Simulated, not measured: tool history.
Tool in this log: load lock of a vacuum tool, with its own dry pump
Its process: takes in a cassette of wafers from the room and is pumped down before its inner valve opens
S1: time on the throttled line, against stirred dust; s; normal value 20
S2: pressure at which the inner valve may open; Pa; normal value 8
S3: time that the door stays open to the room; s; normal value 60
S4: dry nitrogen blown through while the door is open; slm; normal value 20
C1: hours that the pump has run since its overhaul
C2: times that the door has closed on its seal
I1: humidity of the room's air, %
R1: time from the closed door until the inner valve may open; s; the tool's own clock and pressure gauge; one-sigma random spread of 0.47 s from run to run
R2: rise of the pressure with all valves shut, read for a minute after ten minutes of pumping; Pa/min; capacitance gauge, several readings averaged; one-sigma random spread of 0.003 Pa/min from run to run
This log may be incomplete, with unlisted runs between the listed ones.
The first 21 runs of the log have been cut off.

{"run": 22, "hour": 10292.6, "S1": 20, "S2": 8, "S3": 199, "S4": 44, "C1": 11564, "C2": 20919, "I1": 48.9, "R1": 59.7, "R2": 0.035}
{"run": 23, "hour": 10697.9, "S1": 38, "S2": 8, "S3": 31, "S4": 5, "C1": 11969, "C2": 22327, "I1": 45.9, "R1": 72.8, "R2": 0.035}
{"run": 24, "hour": 11330.7, "S1": 38, "S2": 8, "S3": 31, "S4": 5, "C1": 12602, "C2": 24525, "I1": 45.8, "R1": 73.5, "R2": 0.034}
{"run": 25, "hour": 11739.6, "S1": 14, "S2": 10, "S3": 122, "S4": 6, "C1": 13011, "C2": 25945, "I1": 46.6, "R1": 54.7, "R2": 0.073}
{"run": 26, "hour": 12060.4, "S1": 14, "S2": 10, "S3": 122, "S4": 6, "C1": 13332, "C2": 27059, "I1": 47.3, "R1": 55.3, "R2": 0.075}
{"run": 27, "hour": 12565.0, "S1": 13, "S2": 8, "S3": 29, "S4": 20, "C1": 13837, "C2": 28811, "I1": 45.9, "R1": 54.4, "R2": 0.017}
{"run": 28, "hour": 13040.0, "S1": 20, "S2": 14, "S3": 60, "S4": 20, "C1": 14312, "C2": 30461, "I1": 42.5, "R1": 57.0, "R2": 0.028}
{"run": 29, "hour": 13446.9, "S1": 20, "S2": 14, "S3": 60, "S4": 20, "C1": 14718, "C2": 31874, "I1": 44.4, "R1": 57.0, "R2": 0.03}
{"run": 30, "hour": 13781.5, "S1": 20, "S2": 12, "S3": 27, "S4": 8, "C1": 15053, "C2": 33036, "I1": 42.5, "R1": 57.6, "R2": 0.027}
{"run": 31, "hour": 14127.5, "S1": 13, "S2": 8, "S3": 163, "S4": 19, "C1": 15399, "C2": 34238, "I1": 49.6, "R1": 55.6, "R2": 0.061}
{"run": 32, "hour": 14592.6, "S1": 20, "S2": 12, "S3": 60, "S4": 5, "C1": 15864, "C2": 35853, "I1": 47.4, "R1": 58.4, "R2": 0.046}
{"run": 33, "hour": 14983.7, "S1": 20, "S2": 12, "S3": 60, "S4": 5, "C1": 16255, "C2": 37212, "I1": 46.1, "R1": 57.8, "R2": 0.047}
{"run": 34, "hour": 15290.7, "S1": 27, "S2": 12, "S3": 60, "S4": 10, "C1": 16562, "C2": 38278, "I1": 46.0, "R1": 62.0, "R2": 0.041}
{"run": 35, "hour": 15917.7, "S1": 13, "S2": 11, "S3": 141, "S4": 12, "C1": 17189, "C2": 40455, "I1": 42.4, "R1": 52.9, "R2": 0.057}
{"hour": 16169.4, "done": "dry pump taken out, an overhauled one fitted"}
{"run": 36, "hour": 16247.1, "S1": 13, "S2": 11, "S3": 87, "S4": 4, "C1": 78, "C2": 41578, "I1": 42.0, "R1": 52.9, "R2": 0.064}
{"run": 37, "hour": 16842.5, "S1": 10, "S2": 11, "S3": 128, "S4": 6, "C1": 673, "C2": 43646, "I1": 42.7, "R1": 51.2, "R2": 0.07}

Forecast each of these 3 alternatives for the next run:
{"run": "A", "hour": 17293.8, "S1": 19, "S2": 8, "S3": 60, "S4": 20, "C1": 1124, "C2": 45214, "I1": 45.3, "R1": "?", "R2": "?"}
{"run": "B", "hour": 17293.8, "S1": 20, "S2": 12, "S3": 60, "S4": 12, "C1": 1124, "C2": 45214, "I1": 46.4, "R1": "?", "R2": "?"}
{"run": "C", "hour": 17293.8, "S1": 26, "S2": 8, "S3": 60, "S4": 20, "C1": 1124, "C2": 45214, "I1": 45.4, "R1": "?", "R2": "?"}

run=A R1=59.1 R2=0.028
run=B R1=58.0 R2=0.038
run=C R1=63.6 R2=0.026
Take away the tool's hidden state, keep each run's random variation, and the runs would have read:
run=A R1=59.1 R2=0.027
run=B R1=58.0 R2=0.037
run=C R1=63.6 R2=0.025

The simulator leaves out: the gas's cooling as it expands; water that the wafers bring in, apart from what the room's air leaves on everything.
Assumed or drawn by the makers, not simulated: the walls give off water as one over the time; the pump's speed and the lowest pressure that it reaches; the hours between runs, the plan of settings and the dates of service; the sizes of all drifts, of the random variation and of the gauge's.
